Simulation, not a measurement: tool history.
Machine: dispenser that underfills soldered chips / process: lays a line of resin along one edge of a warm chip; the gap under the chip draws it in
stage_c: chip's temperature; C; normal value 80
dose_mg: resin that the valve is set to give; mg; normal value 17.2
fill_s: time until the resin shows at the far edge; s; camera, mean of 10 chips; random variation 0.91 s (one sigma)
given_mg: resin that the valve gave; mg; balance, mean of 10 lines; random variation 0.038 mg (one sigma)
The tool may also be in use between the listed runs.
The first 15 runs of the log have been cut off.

-- hour=212.6 new syringe of resin
-- hour=222.6 new syringe of resin
run 16 hour=227.2 | stage_c=87 dose_mg=17.2 | fill_s=67.2 given_mg=16.99
-- hour=232.0 new syringe of resin
run 17 hour=238.8 | stage_c=87 dose_mg=17.2 | fill_s=73.8 given_mg=16.85
-- hour=242.6 new syringe of resin
-- hour=251.8 new syringe of resin
run 18 hour=251.8 | stage_c=87 dose_mg=17.2 | fill_s=56.6 given_mg=16.84
-- hour=261.8 new syringe of resin
run 19 hour=265.2 | stage_c=81 dose_mg=20.4 | fill_s=82.5 given_mg=19.83
-- hour=271.9 new syringe of resin
-- hour=282.0 new syringe of resin
run 20 hour=283.1 | stage_c=78 dose_mg=17.9 | fill_s=89.2 given_mg=17.45
-- hour=292.0 new syringe of resin
run 21 hour=300.2 | stage_c=78 dose_mg=17.9 | fill_s=122.6 given_mg=17.33
-- hour=301.9 new syringe of resin
-- hour=312.2 new syringe of resin
run 22 hour=312.2 | stage_c=82 dose_mg=20.4 | fill_s=69.0 given_mg=19.66
-- hour=321.6 new syringe of resin
run 23 hour=327.7 | stage_c=92 dose_mg=18.9 | fill_s=55.4 given_mg=18.11
-- hour=332.1 new syringe of resin
-- hour=342.2 new syringe of resin
-- hour=345.2 dispensing valve cleaned and set on the balance
run 24 hour=345.6 | stage_c=92 dose_mg=18.9 | fill_s=47.1 given_mg=18.87
-- hour=353.0 new syringe of resin
-- hour=362.8 new syringe of resin
run 25 hour=363.5 | stage_c=89 dose_mg=17.4 | fill_s=51.2 given_mg=17.24
-- hour=372.3 new syringe of resin
run 26 hour=374.4 | stage_c=72 dose_mg=14.9 | fill_s=128.4 given_mg=14.73
-- hour=382.0 new syringe of resin
run 27 hour=383.8 | stage_c=72 dose_mg=14.9 | fill_s=130.4 given_mg=14.70
-- hour=391.7 new syringe of resin
run 28 hour=399.0 | stage_c=75 dose_mg=15.6 | fill_s=137.3 given_mg=15.31
-- hour=402.1 new syringe of resin
-- hour=411.7 new syringe of resin
run 29 hour=412.6 | stage_c=90 dose_mg=17.5 | fill_s=49.7 given_mg=17.12
-- hour=421.1 new syringe of resin
run 30 hour=423.8 | stage_c=90 dose_mg=20.1 | fill_s=51.4 given_mg=19.61

Below are 4 alternative next runs, each starting from the tool's condition after run 30. Predict each:
-- hour=430.8 new syringe of resin
run A hour=436.4 | stage_c=86 dose_mg=15.7 | fill_s=? given_mg=?
-- hour=430.8 new syringe of resin
run B hour=436.4 | stage_c=73 dose_mg=20.4 | fill_s=? given_mg=?
-- hour=430.8 new syringe of resin
run C hour=436.4 | stage_c=78 dose_mg=21.1 | fill_s=? given_mg=?
-- hour=430.8 new syringe of resin
run D hour=436.4 | stage_c=82 dose_mg=20.1 | fill_s=? given_mg=?

run=A fill_s=74.2 given_mg=15.28
run=B fill_s=135.1 given_mg=19.78
run=C fill_s=105.1 given_mg=20.46
run=D fill_s=85.6 given_mg=19.60
The same runs, with their run-to-run variation unchanged, on a tool lacking any hidden condition would have given:
run=A fill_s=65.2 given_mg=15.71
run=B fill_s=120.5 given_mg=20.33
run=C fill_s=93.4 given_mg=21.03
run=D fill_s=75.8 given_mg=20.14
